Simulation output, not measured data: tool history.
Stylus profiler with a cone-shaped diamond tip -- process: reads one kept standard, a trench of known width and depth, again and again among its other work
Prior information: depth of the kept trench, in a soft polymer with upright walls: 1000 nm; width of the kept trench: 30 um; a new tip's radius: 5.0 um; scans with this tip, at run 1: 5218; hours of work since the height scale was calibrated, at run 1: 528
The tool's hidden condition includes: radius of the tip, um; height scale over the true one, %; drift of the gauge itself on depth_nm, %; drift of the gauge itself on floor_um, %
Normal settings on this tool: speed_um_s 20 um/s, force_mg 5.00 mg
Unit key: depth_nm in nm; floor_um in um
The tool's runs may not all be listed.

run	day	speed_um_s	force_mg	scans with this tip	hours of work since the height scale was calibrated	depth_nm	floor_um
1	0.000	20	5.00	5218	528	1022.92	23.07
2	0.858	20	1.82	5381	545	1010.31	22.97
3	1.617	20	1.82	5524	559	1010.30	22.93
4	2.508	20	1.82	5693	576	1009.88	22.90
5	3.875	20	1.82	5951	603	1009.84	22.77
6	5.300	20	1.82	6221	630	1009.48	22.80
7	6.333	20	1.82	6417	650	1009.80	22.77
8	7.917	20	1.82	6717	680	1009.08	22.71
9	9.562	20	1.82	7028	712	1009.24	22.68
10	10.433	20	6.50	7193	728	1026.59	22.67
11	11.912	70	5.00	7473	757	1022.14	22.41
12	12.683	20	5.00	7619	771	1021.79	22.63
13	13.596	20	5.00	7792	789	1021.57	22.60
14	14.362	20	5.00	7937	804	1021.87	22.60
15	15.200	20	5.00	8095	820	1021.41	22.55
16	16.679	20	5.00	8376	848	1021.30	22.53
17	17.654	20	5.00	8561	867	1021.44	22.44
18	18.983	20	5.00	8812	892	1020.53	22.45
19	20.342	20	5.00	9069	918	1021.16	22.39
20	21.342	20	5.00	9259	937	1020.70	22.39
21	22.012	20	3.16	9385	950	1014.00	22.33
22	22.775	20	3.16	9530	965	1013.90	22.28
23	23.742	20	3.16	9713	983	1014.23	22.23
24	24.567	20	3.16	9869	999	1013.82	22.20
25	25.433	20	4.80	10033	1016	1019.85	22.20
26	26.708	32	7.47	10274	1040	1028.18	22.13
27	28.075	17	7.88	10533	1066	1029.01	22.17
28	29.029	10	14.29	10714	1085	1046.22	22.20
29	30.317	10	14.29	10958	1109	1046.55	22.14
30	31.817	10	14.29	11242	1138	1045.83	22.15
31	33.362	76	4.02	11535	1168	1016.25	21.77
32	34.525	76	12.74	11754	1190	1042.03	21.89
33	35.858	76	12.74	12007	1216	1041.81	21.83
# day 36.425: new tip fitted, height scale calibrated
34	37.038	59	2.23	117	12	1014.85	23.74
35	37.958	18	5.11	291	29	1026.30	23.96
36	38.962	18	2.84	481	49	1017.65	23.87
37	40.396	18	2.84	753	76	1017.59	23.87
38	41.592	5	1.80	979	99	1012.45	23.86
39	43.042	6	5.59	1254	127	1027.75	23.84
40	44.371	66	8.64	1505	152	1036.42	23.58
41	45.892	45	7.53	1793	181	1032.82	23.57
42	46.638	45	7.53	1934	196	1033.24	23.56
43	47.408	45	7.53	2080	211	1033.69	23.44
44	48.700	45	7.53	2325	235	1032.80	23.47
45	50.208	10	5.34	2611	264	1026.05	23.54
46	51.817	27	2.88	2915	295	1016.60	23.39
47	53.038	20	2.13	3146	318	1013.02	23.32

Alternative continuations, all from the tool just after run 47; predict every row:
A	54.033	20	8.07	3335	338	?	?
B	54.033	19	3.37	3335	338	?	?
C	54.033	20	5.30	3335	338	?	?

run	depth_nm	floor_um
A	1034.44	23.31
B	1018.66	23.37
C	1024.94	23.34
With the hidden condition removed and each run's random variation left untouched, the same runs would have given:
run	depth_nm	floor_um
A	1036.13	23.85
B	1020.32	23.91
C	1026.61	23.88
